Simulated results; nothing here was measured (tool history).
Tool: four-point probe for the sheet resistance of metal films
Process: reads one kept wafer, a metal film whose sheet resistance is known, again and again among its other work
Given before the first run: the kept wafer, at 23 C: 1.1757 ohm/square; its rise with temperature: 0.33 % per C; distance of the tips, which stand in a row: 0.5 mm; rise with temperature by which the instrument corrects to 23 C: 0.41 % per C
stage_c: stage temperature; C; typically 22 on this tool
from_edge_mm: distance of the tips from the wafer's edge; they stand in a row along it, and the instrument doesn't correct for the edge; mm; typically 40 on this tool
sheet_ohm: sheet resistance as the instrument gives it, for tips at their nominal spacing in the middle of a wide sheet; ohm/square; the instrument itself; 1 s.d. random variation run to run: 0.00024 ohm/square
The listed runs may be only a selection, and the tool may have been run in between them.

{"run": 1, "hour": 0.0, "stage_c": 22, "from_edge_mm": 40, "sheet_ohm": 1.186001}
{"run": 2, "hour": 15.3, "stage_c": 22, "from_edge_mm": 40, "sheet_ohm": 1.185812}
{"run": 3, "hour": 28.6, "stage_c": 22, "from_edge_mm": 40, "sheet_ohm": 1.186259}
{"run": 4, "hour": 41.6, "stage_c": 22, "from_edge_mm": 40, "sheet_ohm": 1.186282}
{"run": 5, "hour": 55.5, "stage_c": 22, "from_edge_mm": 40, "sheet_ohm": 1.186268}
{"run": 6, "hour": 79.9, "stage_c": 22, "from_edge_mm": 16, "sheet_ohm": 1.186552}
{"run": 7, "hour": 91.3, "stage_c": 22, "from_edge_mm": 16, "sheet_ohm": 1.186801}
{"run": 8, "hour": 113.7, "stage_c": 22, "from_edge_mm": 16, "sheet_ohm": 1.187145}
{"run": 9, "hour": 137.8, "stage_c": 22, "from_edge_mm": 16, "sheet_ohm": 1.186689}
{"run": 10, "hour": 151.0, "stage_c": 22, "from_edge_mm": 40, "sheet_ohm": 1.186443}
{"run": 11, "hour": 163.4, "stage_c": 22, "from_edge_mm": 40, "sheet_ohm": 1.186755}
{"run": 12, "hour": 188.6, "stage_c": 22, "from_edge_mm": 40, "sheet_ohm": 1.187021}
{"run": 13, "hour": 199.4, "stage_c": 22, "from_edge_mm": 5, "sheet_ohm": 1.192928}
{"run": 14, "hour": 216.1, "stage_c": 22, "from_edge_mm": 5, "sheet_ohm": 1.193017}
{"run": 15, "hour": 234.2, "stage_c": 22, "from_edge_mm": 40, "sheet_ohm": 1.187061}
{"run": 16, "hour": 257.8, "stage_c": 22, "from_edge_mm": 12, "sheet_ohm": 1.18799}
{"run": 17, "hour": 270.6, "stage_c": 22, "from_edge_mm": 40, "sheet_ohm": 1.18762}
{"run": 18, "hour": 292.8, "stage_c": 22, "from_edge_mm": 40, "sheet_ohm": 1.187223}
{"run": 19, "hour": 316.3, "stage_c": 22, "from_edge_mm": 40, "sheet_ohm": 1.187344}
{"hour": 318.4, "done": "stage's thermometer calibrated"}
{"run": 20, "hour": 337.5, "stage_c": 26, "from_edge_mm": 7, "sheet_ohm": 1.186577}
{"run": 21, "hour": 353.4, "stage_c": 18, "from_edge_mm": 15, "sheet_ohm": 1.191762}
{"hour": 368.8, "done": "stage's thermometer calibrated, once more"}
{"run": 22, "hour": 378.9, "stage_c": 26, "from_edge_mm": 29, "sheet_ohm": 1.184349}
{"run": 23, "hour": 398.2, "stage_c": 26, "from_edge_mm": 29, "sheet_ohm": 1.184604}
{"run": 24, "hour": 413.3, "stage_c": 26, "from_edge_mm": 29, "sheet_ohm": 1.184706}
{"run": 25, "hour": 435.0, "stage_c": 22, "from_edge_mm": 42, "sheet_ohm": 1.188855}
{"run": 26, "hour": 446.1, "stage_c": 29, "from_edge_mm": 40, "sheet_ohm": 1.181993}
{"run": 27, "hour": 459.0, "stage_c": 29, "from_edge_mm": 40, "sheet_ohm": 1.182001}
{"run": 28, "hour": 478.1, "stage_c": 34, "from_edge_mm": 35, "sheet_ohm": 1.178191}
{"run": 29, "hour": 497.6, "stage_c": 24, "from_edge_mm": 32, "sheet_ohm": 1.187094}
{"run": 30, "hour": 509.8, "stage_c": 33, "from_edge_mm": 15, "sheet_ohm": 1.17919}
{"run": 31, "hour": 531.0, "stage_c": 33, "from_edge_mm": 29, "sheet_ohm": 1.178692}
{"run": 32, "hour": 551.8, "stage_c": 34, "from_edge_mm": 18, "sheet_ohm": 1.178573}
{"run": 33, "hour": 575.8, "stage_c": 18, "from_edge_mm": 4, "sheet_ohm": 1.203107}

Forecast each of these 5 alternatives for the next run:
{"run": "A", "hour": 593.3, "stage_c": 20, "from_edge_mm": 14, "sheet_ohm": "?"}
{"run": "B", "hour": 593.3, "stage_c": 21, "from_edge_mm": 52, "sheet_ohm": "?"}
{"run": "C", "hour": 593.3, "stage_c": 31, "from_edge_mm": 11, "sheet_ohm": "?"}
{"run": "D", "hour": 593.3, "stage_c": 20, "from_edge_mm": 8, "sheet_ohm": "?"}
{"run": "E", "hour": 593.3, "stage_c": 22, "from_edge_mm": 8, "sheet_ohm": "?"}

run=A sheet_ohm=1.192307
run=B sheet_ohm=1.189927
run=C sheet_ohm=1.181866
run=D sheet_ohm=1.193441
run=E sheet_ohm=1.191653
Without the tool's unlogged condition, the same runs would have read:
run=A sheet_ohm=1.179612
run=B sheet_ohm=1.177257
run=C sheet_ohm=1.169289
run=D sheet_ohm=1.180734
run=E sheet_ohm=1.178967

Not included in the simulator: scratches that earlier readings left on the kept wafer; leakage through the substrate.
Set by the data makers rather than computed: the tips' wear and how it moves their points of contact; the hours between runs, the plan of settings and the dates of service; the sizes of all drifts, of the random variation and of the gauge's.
